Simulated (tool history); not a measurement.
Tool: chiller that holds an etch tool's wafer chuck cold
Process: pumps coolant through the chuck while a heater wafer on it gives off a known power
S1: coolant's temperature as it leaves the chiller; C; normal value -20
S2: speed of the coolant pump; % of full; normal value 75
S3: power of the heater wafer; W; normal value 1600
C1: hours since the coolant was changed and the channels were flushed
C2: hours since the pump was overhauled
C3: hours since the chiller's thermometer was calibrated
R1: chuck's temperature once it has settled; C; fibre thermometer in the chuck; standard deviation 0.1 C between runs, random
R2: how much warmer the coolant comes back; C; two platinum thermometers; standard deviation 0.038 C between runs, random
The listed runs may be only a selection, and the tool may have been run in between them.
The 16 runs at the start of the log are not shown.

run    hour   S1  S2    S3    C1    C2    C3     R1     R2
 17  2804.7  -20  73  1538  1793  4052  1077   -4.8   8.56
 18  2988.4  -28  76   815  1977  4235  1260  -19.9   4.37
 19  3082.0  -18  64  1776  2070  4329  1354    2.0  11.34
 20  3306.1  -18  64  1776  2295  4553  1578    2.3  11.31
 21  3511.5  -13  74  1600  2500  4758  1783    3.4   8.91
 22  3611.5  -18  88   967  2600  4858  1883   -9.2   4.56
 23  3801.1  -20  82  1446  2789  5048  2073   -6.0   7.35
 24  3954.9  -20  70  1446  2943  5202  2227   -4.1   8.72
 25  4098.4  -20  70  1446  3087  5345  2370   -3.9   8.69
 26  4227.6  -18  96  1545  3216  5474  2499   -4.6   6.82
 27  4329.0  -11  66  1600  3317  5576  2601    7.9  10.33
 28  4459.4  -19  75  1085  3448  5706  2731   -7.2   6.10
 29  4627.6  -28  73   935  3616  5874  2899  -17.3   5.54
 30  4846.0  -20  95  1656  3834  6093  3118   -5.0   7.46
 31  4952.0  -16  87  2106  3940  6199  3224    4.2  10.51

4 options for the next run, each taken on its own from the tool as it stands now. Forecast them:
     5149.6  -- chiller's thermometer calibrated
  A  5155.9  -30  90  2106  4143  6402   6   ?   ?
     5149.6  -- chiller's thermometer calibrated
  B  5155.9  -28  66  1601  4143  6402   6   ?   ?
     5149.6  -- chiller's thermometer calibrated
  C  5155.9  -19  63  1536  4143  6402   6   ?   ?
     5149.6  -- chiller's thermometer calibrated
  D  5155.9  -16  87  1676  4143  6402   6   ?   ?

run     R1     R2
  A  -10.7  10.19
  B   -8.8  10.71
  C    0.0  10.76
  D    0.0   8.42
What these runs would have given with no unlogged condition in the tool:
run     R1    R2
  A  -15.0  8.28
  B  -13.0  8.71
  C   -4.2  8.75
  D   -3.5  6.85
